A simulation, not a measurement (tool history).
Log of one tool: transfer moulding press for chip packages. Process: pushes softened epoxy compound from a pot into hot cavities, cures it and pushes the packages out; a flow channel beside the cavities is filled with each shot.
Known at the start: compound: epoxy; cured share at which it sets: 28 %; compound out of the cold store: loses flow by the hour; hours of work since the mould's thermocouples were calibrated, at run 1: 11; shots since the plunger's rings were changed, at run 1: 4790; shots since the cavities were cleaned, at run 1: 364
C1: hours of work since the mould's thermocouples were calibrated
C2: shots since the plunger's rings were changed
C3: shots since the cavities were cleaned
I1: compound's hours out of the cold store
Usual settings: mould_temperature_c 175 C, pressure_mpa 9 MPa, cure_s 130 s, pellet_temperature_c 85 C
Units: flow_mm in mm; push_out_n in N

Run 1, hour 0: usual settings; C1 11; C2 4790; C3 364; I1 23.7. Result: flow_mm 722 mm, push_out_n 420 N.
At hour 45: cavities cleaned with cleaning compound and waxed.
Run 2, hour 46.3: usual settings but pressure_mpa 10.69 MPa; C1 43; C2 5265; C3 14; I1 40.8. Result: flow_mm 698 mm, push_out_n 299 N.
Run 3, hour 70.1: usual settings but pressure_mpa 10.69 MPa; C1 60; C2 5517; C3 266; I1 45.3. Result: flow_mm 666 mm, push_out_n 377 N.
At hour 81.2: plunger's sealing rings changed.
Run 4, hour 107.6: usual settings but pressure_mpa 10.69 MPa; C1 85; C2 280; C3 637; I1 38.8. Result: flow_mm 742 mm, push_out_n 488 N.
At hour 127.9: cavities cleaned with cleaning compound and waxed.
Run 5, hour 137.3: usual settings but pressure_mpa 10.69 MPa; C1 105; C2 579; C3 100; I1 36.2. Result: flow_mm 759 mm, push_out_n 332 N.
Run 6, hour 165.3: usual settings but pressure_mpa 10.69 MPa; C1 126; C2 876; C3 397; I1 38.1. Result: flow_mm 738 mm, push_out_n 439 N.
Run 7, hour 195.9: usual settings but pressure_mpa 10.69 MPa, cure_s 111 s; C1 147; C2 1200; C3 721; I1 38.1. Result: flow_mm 745 mm, push_out_n 606 N.
At hour 205.9: cavities cleaned with cleaning compound and waxed.
Run 8, hour 224.1: usual settings but pressure_mpa 10.69 MPa, cure_s 111 s; C1 167; C2 1483; C3 193; I1 39.7. Result: flow_mm 738 mm, push_out_n 461 N.
Run 9, hour 252.5: usual settings; C1 187; C2 1784; C3 494; I1 13. Result: flow_mm 807 mm, push_out_n 480 N.
Run 10, hour 277.1: usual settings but pellet_temperature_c 78 C; C1 205; C2 2045; C3 755; I1 28.9. Result: flow_mm 713 mm, push_out_n 511 N.
At hour 284.8: cavities cleaned with cleaning compound and waxed.
Run 11, hour 306.9: usual settings but pellet_temperature_c 78 C; C1 225; C2 2345; C3 234; I1 18.5. Result: flow_mm 778 mm, push_out_n 401 N.
Run 12, hour 351.9: usual settings but pellet_temperature_c 78 C; C1 257; C2 2822; C3 711; I1 29.5. Result: flow_mm 709 mm, push_out_n 485 N.
At hour 364.2: cavities cleaned with cleaning compound and waxed.
Run 13, hour 388: usual settings but mould_temperature_c 181 C, pellet_temperature_c 78 C; C1 282; C2 3189; C3 252; I1 12.7. Result: flow_mm 766 mm, push_out_n 349 N.
Run 14, hour 413.6: usual settings but cure_s 152 s; C1 300; C2 3460; C3 523; I1 47.9. Result: flow_mm 622 mm, push_out_n 426 N.
Run 15, hour 439: usual settings but cure_s 152 s; C1 318; C2 3729; C3 792; I1 18.5. Result: flow_mm 751 mm, push_out_n 467 N.
At hour 444.6: cavities cleaned with cleaning compound and waxed.
At hour 468.7: mould's thermocouples calibrated.
Run 16, hour 491.1: usual settings but cure_s 152 s; C1 16; C2 4244; C3 472; I1 15.9. Result: flow_mm 761 mm, push_out_n 430 N.
At hour 525.8: cavities cleaned with cleaning compound and waxed.
Run 17, hour 532.3: usual settings but cure_s 121 s, pellet_temperature_c 92 C; C1 45; C2 4666; C3 70; I1 43.5. Result: flow_mm 637 mm, push_out_n 321 N.
Run 18, hour 579.9: usual settings but mould_temperature_c 170 C, pressure_mpa 9.64 MPa, cure_s 127 s, pellet_temperature_c 78 C; C1 79; C2 5169; C3 573; I1 17.4. Result: flow_mm 796 mm, push_out_n 696 N.
At hour 588.1: mould's thermocouples calibrated, once more.
At hour 606.7: cavities cleaned with cleaning compound and waxed.
Run 19, hour 606.7: usual settings but mould_temperature_c 170 C, pressure_mpa 9.64 MPa, cure_s 127 s, pellet_temperature_c 78 C; C1 12; C2 5417; C3 0; I1 10.4. Result: flow_mm 838 mm, push_out_n 431 N.
At hour 628.4: plunger's sealing rings changed.
Run 20, hour 639.2: usual settings but pressure_mpa 10.71 MPa, cure_s 144 s, pellet_temperature_c 88 C; C1 34; C2 114; C3 318; I1 40.5. Result: flow_mm 736 mm, push_out_n 380 N.
Run 21, hour 677.4: usual settings but pressure_mpa 10.71 MPa, cure_s 144 s, pellet_temperature_c 77 C; C1 61; C2 519; C3 723; I1 46.1. Result: flow_mm 711 mm, push_out_n 450 N.
At hour 686.9: cavities cleaned with cleaning compound and waxed.
Run 22, hour 716.1: usual settings but pressure_mpa 8.53 MPa, cure_s 144 s, pellet_temperature_c 81 C; C1 88; C2 913; C3 309; I1 21.2. Result: flow_mm 740 mm, push_out_n 392 N.

The next listed run, before its measurement:
Run 23, hour 742: usual settings but mould_temperature_c 173 C, pressure_mpa 8.53 MPa, cure_s 126 s, pellet_temperature_c 81 C; C1 106; C2 1188; C3 584; I1 18.5. Result: flow_mm ?, push_out_n ?.

{"run 23": {"flow_mm": 759, "push_out_n": 542}}
Without the tool's hidden state the same run would have given flow_mm 771 mm, push_out_n 337 N.

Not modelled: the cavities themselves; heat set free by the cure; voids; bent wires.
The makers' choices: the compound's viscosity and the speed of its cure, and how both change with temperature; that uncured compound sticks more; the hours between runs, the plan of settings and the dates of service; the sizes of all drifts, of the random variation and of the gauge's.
